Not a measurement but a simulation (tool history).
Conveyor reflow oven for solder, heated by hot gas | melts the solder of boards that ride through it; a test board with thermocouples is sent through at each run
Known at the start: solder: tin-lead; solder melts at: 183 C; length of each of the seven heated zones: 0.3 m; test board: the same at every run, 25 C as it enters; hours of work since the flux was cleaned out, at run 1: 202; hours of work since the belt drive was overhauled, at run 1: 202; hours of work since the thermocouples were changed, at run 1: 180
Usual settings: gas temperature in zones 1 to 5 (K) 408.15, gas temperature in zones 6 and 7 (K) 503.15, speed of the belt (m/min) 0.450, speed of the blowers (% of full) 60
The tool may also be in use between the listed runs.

run   hour  gas temperature in zones 1 to 5 (K)  gas temperature in zones 6 and 7 (K)  speed of the belt (m/min)  speed of the blowers (% of full)  hours of work since the flux was cleaned out  hours of work since the belt drive was overhauled  hours of work since the thermocouples were changed  highest temperature of the board (K)  time above the solder's melting point (s)
  1    0.0                               408.15                                503.15                      0.450                                60                                           202                                                202                                                 180                                485.15                                       53.8
  2   14.2                               408.15                                503.15                      0.450                                60                                           213                                                213                                                 191                                485.05                                       54.2
  3   28.9                               411.15                                503.15                      0.450                                60                                           224                                                224                                                 203                                485.75                                       55.7
  4   42.8                               411.15                                503.15                      0.450                                60                                           235                                                235                                                 213                                485.55                                       55.6
      55.6  -- flux residue cleaned out of gas plates and filters
  5   72.5                               411.15                                503.15                      0.450                                60                                            13                                                254                                                 233                                487.05                                       57.3
  6   91.0                               411.15                                503.15                      0.450                                60                                            28                                                269                                                 247                                487.15                                       57.1
  7  110.9                               411.15                                503.15                      0.450                                60                                            43                                                284                                                 262                                486.85                                       57.0
  8  128.8                               411.15                                503.15                      0.450                                60                                            57                                                298                                                 276                                487.15                                       57.2
  9  151.8                               411.15                                503.15                      0.450                                60                                            75                                                316                                                 294                                487.05                                       57.2
 10  170.6                               411.15                                503.15                      0.450                                60                                            90                                                331                                                 309                                486.85                                       57.0
 11  193.4                               408.15                                503.15                      0.450                                60                                           107                                                348                                                 327                                486.05                                       55.3
 12  217.6                               408.15                                493.15                      0.450                                60                                           126                                                367                                                 346                                477.55                                       46.3
 13  239.0                               408.15                                503.15                      0.528                                60                                           143                                                384                                                 362                                480.45                                       40.9
 14  259.2                               408.15                                503.15                      0.450                                65                                           158                                                400                                                 378                                486.95                                       56.4
 15  274.7                               408.15                                503.15                      0.450                                65                                           171                                                412                                                 390                                487.05                                       56.4
 16  287.9                               408.15                                503.15                      0.450                                65                                           181                                                422                                                 400                                487.05                                       56.2
 17  301.9                               404.15                                505.15                      0.436                                87                                           192                                                433                                                 411                                492.65                                       62.4
 18  316.3                               404.15                                505.15                      0.488                                84                                           203                                                444                                                 422                                488.55                                       52.2
 19  338.9                               418.15                                508.15                      0.375                                88                                           221                                                462                                                 440                                500.75                                       85.9
     344.1  -- belt drive overhauled, speed set with a stopwatch
 20  366.9                               411.15                                508.15                      0.375                                57                                           239                                                 18                                                 459                                495.75                                       78.5
     373.7  -- flux residue cleaned out of gas plates and filters
     386.6  -- belt drive overhauled, speed set with a stopwatch, once more
 21  393.7                               407.15                                503.15                      0.450                                54                                            13                                                  6                                                 473                                485.25                                       53.4
 22  417.4                               398.15                                503.15                      0.450                                60                                            31                                                 24                                                 491                                485.05                                       50.5
 23  439.6                               420.15                                503.15                      0.450                                68                                            48                                                 41                                                 508                                490.55                                       63.8
 24  453.9                               422.15                                507.15                      0.465                                72                                            59                                                 52                                                 519                                493.95                                       65.2
 25  474.4                               422.15                                513.15                      0.465                                72                                            75                                                 68                                                 535                                499.35                                       68.3
 26  493.7                               415.15                                495.15                      0.368                                72                                            90                                                 83                                                 550                                487.95                                       75.5
 27  518.6                               417.15                                501.15                      0.368                                77                                           110                                                103                                                 570                                494.35                                       81.8
 28  532.5                               417.15                                501.15                      0.368                                77                                           121                                                114                                                 581                                494.05                                       81.4
 29  548.8                               417.15                                501.15                      0.388                                77                                           133                                                126                                                 593                                492.95                                       76.2
 30  573.5                               422.15                                512.15                      0.388                                77                                           152                                                146                                                 613                                503.55                                       85.1

5 ways to go on from here, each from the tool as it stands after run 30. What would each give?
  A  597.3                               408.15                                503.15                      0.520                                60                                           171                                                164                                                 631                                     ?                                          ?
  B  597.3                               422.15                                504.15                      0.476                                60                                           171                                                164                                                 631                                     ?                                          ?
  C  597.3                               420.15                                515.15                      0.500                                77                                           171                                                164                                                 631                                     ?                                          ?
  D  597.3                               406.15                                512.15                      0.388                                63                                           171                                                164                                                 631                                     ?                                          ?
  E  597.3                               407.15                                512.15                      0.388                                77                                           171                                                164                                                 631                                     ?                                          ?

run  highest temperature of the board (K)  time above the solder's melting point (s)
  A                                481.05                                       42.2
  B                                488.15                                       58.6
  C                                498.65                                       62.5
  D                                499.25                                       76.2
  E                                501.85                                       78.2
Without the tool's hidden state the same runs would have given:
run  highest temperature of the board (K)  time above the solder's melting point (s)
  A                                481.15                                       42.4
  B                                487.85                                       58.3
  C                                498.65                                       62.4
  D                                498.85                                       75.8
  E                                501.55                                       77.9
